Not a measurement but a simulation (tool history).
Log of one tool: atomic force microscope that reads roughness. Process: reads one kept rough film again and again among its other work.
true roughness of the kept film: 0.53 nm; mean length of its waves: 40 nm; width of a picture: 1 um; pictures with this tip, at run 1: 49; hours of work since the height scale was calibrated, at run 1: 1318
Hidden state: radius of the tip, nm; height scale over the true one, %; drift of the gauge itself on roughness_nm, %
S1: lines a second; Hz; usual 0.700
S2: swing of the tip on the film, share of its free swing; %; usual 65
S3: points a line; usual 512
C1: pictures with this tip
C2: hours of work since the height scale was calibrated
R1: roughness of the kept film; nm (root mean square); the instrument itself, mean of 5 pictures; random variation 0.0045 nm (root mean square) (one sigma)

Run 1, hour 0.0: usual settings; C1 49; C2 1318. Result: R1 0.515 nm (root mean square).
At hour 10.7: height scale calibrated on a step standard.
Run 2, hour 38.3: usual settings; C1 91; C2 16. Result: R1 0.508 nm (root mean square).
Run 3, hour 98.4: usual settings but S1 0.662 Hz; C1 157; C2 52. Result: R1 0.516 nm (root mean square).
Run 4, hour 141.8: usual settings but S1 0.662 Hz; C1 205; C2 78. Result: R1 0.512 nm (root mean square).
At hour 158.8: new tip fitted.
Run 5, hour 189.9: usual settings but S1 0.662 Hz; C1 34; C2 106. Result: R1 0.519 nm (root mean square).
Run 6, hour 237.5: usual settings but S1 0.662 Hz; C1 87; C2 134. Result: R1 0.514 nm (root mean square).
Run 7, hour 280.6: usual settings but S1 0.662 Hz; C1 134; C2 160. Result: R1 0.509 nm (root mean square).
Run 8, hour 356.3: usual settings but S1 0.662 Hz; C1 218; C2 205. Result: R1 0.515 nm (root mean square).
At hour 363.9: new tip fitted.
Run 9, hour 400.4: usual settings but S1 0.662 Hz; C1 41; C2 230. Result: R1 0.519 nm (root mean square).
Run 10, hour 440.6: usual settings; C1 85; C2 254. Result: R1 0.514 nm (root mean square).
Run 11, hour 501.3: usual settings; C1 152; C2 290. Result: R1 0.512 nm (root mean square).
At hour 567.9: new tip fitted.
Run 12, hour 576.4: usual settings but S3 325; C1 9; C2 334. Result: R1 0.508 nm (root mean square).
Run 13, hour 617.0: usual settings but S1 2.026 Hz, S2 63 %, S3 335; C1 54; C2 359. Result: R1 0.504 nm (root mean square).
Run 14, hour 656.5: usual settings but S1 2.026 Hz, S2 63 %, S3 335; C1 97; C2 382. Result: R1 0.507 nm (root mean square).
Run 15, hour 703.3: usual settings but S1 2.026 Hz, S2 67 %, S3 937; C1 149; C2 410. Result: R1 0.508 nm (root mean square).
Run 16, hour 748.3: usual settings but S1 2.026 Hz, S2 67 %, S3 937; C1 199; C2 436. Result: R1 0.499 nm (root mean square).
At hour 774.3: new tip fitted.
Run 17, hour 813.3: usual settings but S1 2.026 Hz, S2 67 %, S3 937; C1 43; C2 475. Result: R1 0.504 nm (root mean square).
Run 18, hour 879.2: usual settings but S2 59 %, S3 1007; C1 115; C2 514. Result: R1 0.526 nm (root mean square).
Run 19, hour 933.3: usual settings but S1 1.268 Hz, S2 59 %, S3 1007; C1 175; C2 546. Result: R1 0.515 nm (root mean square).
Run 20, hour 975.7: usual settings but S1 3.572 Hz, S3 896; C1 222; C2 571. Result: R1 0.499 nm (root mean square).
At hour 982.1: new tip fitted.
Run 21, hour 1013.5: usual settings but S1 3.572 Hz, S2 56 %, S3 896; C1 35; C2 593. Result: R1 0.511 nm (root mean square).
Run 22, hour 1057.7: usual settings but S3 542; C1 83; C2 619. Result: R1 0.513 nm (root mean square).
Run 23, hour 1121.2: usual settings but S1 1.039 Hz, S2 86 %, S3 869; C1 153; C2 657. Result: R1 0.495 nm (root mean square).
Run 24, hour 1178.5: usual settings but S3 978; C1 217; C2 691. Result: R1 0.514 nm (root mean square).

Forecast each of these 3 alternatives for the next run:
At hour 1185.6: new tip fitted.
Run A, hour 1232.6: usual settings but S1 2.389 Hz, S2 76 %, S3 724; C1 52; C2 723. Result: R1 ?.
At hour 1185.6: new tip fitted.
Run B, hour 1232.6: usual settings but S2 66 %; C1 52; C2 723. Result: R1 ?.
At hour 1185.6: new tip fitted.
Run C, hour 1232.6: usual settings but S1 3.791 Hz, S3 978; C1 52; C2 723. Result: R1 ?.

run     R1
  A  0.489
  B  0.506
  C  0.492
Without the tool's hidden state the same runs would have given:
run     R1
  A  0.490
  B  0.507
  C  0.492
